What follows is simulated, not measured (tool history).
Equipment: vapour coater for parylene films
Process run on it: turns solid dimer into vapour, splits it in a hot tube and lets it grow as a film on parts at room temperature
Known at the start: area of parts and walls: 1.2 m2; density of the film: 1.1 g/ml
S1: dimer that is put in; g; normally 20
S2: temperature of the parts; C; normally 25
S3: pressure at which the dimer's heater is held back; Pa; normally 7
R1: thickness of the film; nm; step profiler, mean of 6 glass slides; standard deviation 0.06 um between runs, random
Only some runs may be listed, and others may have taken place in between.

{"run": 1, "hour": 0.0, "S1": 20, "S2": 25, "S3": 7, "R1": 6630}
{"run": 2, "hour": 32.3, "S1": 20, "S2": 31, "S3": 7, "R1": 5970}
{"run": 3, "hour": 60.0, "S1": 20, "S2": 20, "S3": 7, "R1": 6870}
{"run": 4, "hour": 86.5, "S1": 20, "S2": 25, "S3": 8.37, "R1": 6050}
{"run": 5, "hour": 103.8, "S1": 18, "S2": 25, "S3": 7, "R1": 5670}
{"hour": 136.2, "done": "trap's valve overhauled"}
{"run": 6, "hour": 139.1, "S1": 20, "S2": 25, "S3": 7, "R1": 6960}
{"run": 7, "hour": 164.0, "S1": 20, "S2": 25, "S3": 7, "R1": 6860}
{"run": 8, "hour": 192.4, "S1": 20, "S2": 25, "S3": 7, "R1": 6800}
{"run": 9, "hour": 227.3, "S1": 11, "S2": 19, "S3": 6.8, "R1": 4100}
{"run": 10, "hour": 242.8, "S1": 11, "S2": 19, "S3": 6.8, "R1": 4140}
{"run": 11, "hour": 265.6, "S1": 11, "S2": 19, "S3": 5.46, "R1": 4270}

The same runs without the tool's hidden state, with the same run-to-run variation:
Hidden state present: vapour lost through the trap's worn valve, %; true temperature of the parts over the reading, C; drift of the gauge itself on film_um, %.
run=1 R1=7190
run=2 R1=6540
run=3 R1=7590
run=4 R1=6750
run=5 R1=6360
run=6 R1=7080
run=7 R1=7030
run=8 R1=7040
run=9 R1=4290
run=10 R1=4340
run=11 R1=4520

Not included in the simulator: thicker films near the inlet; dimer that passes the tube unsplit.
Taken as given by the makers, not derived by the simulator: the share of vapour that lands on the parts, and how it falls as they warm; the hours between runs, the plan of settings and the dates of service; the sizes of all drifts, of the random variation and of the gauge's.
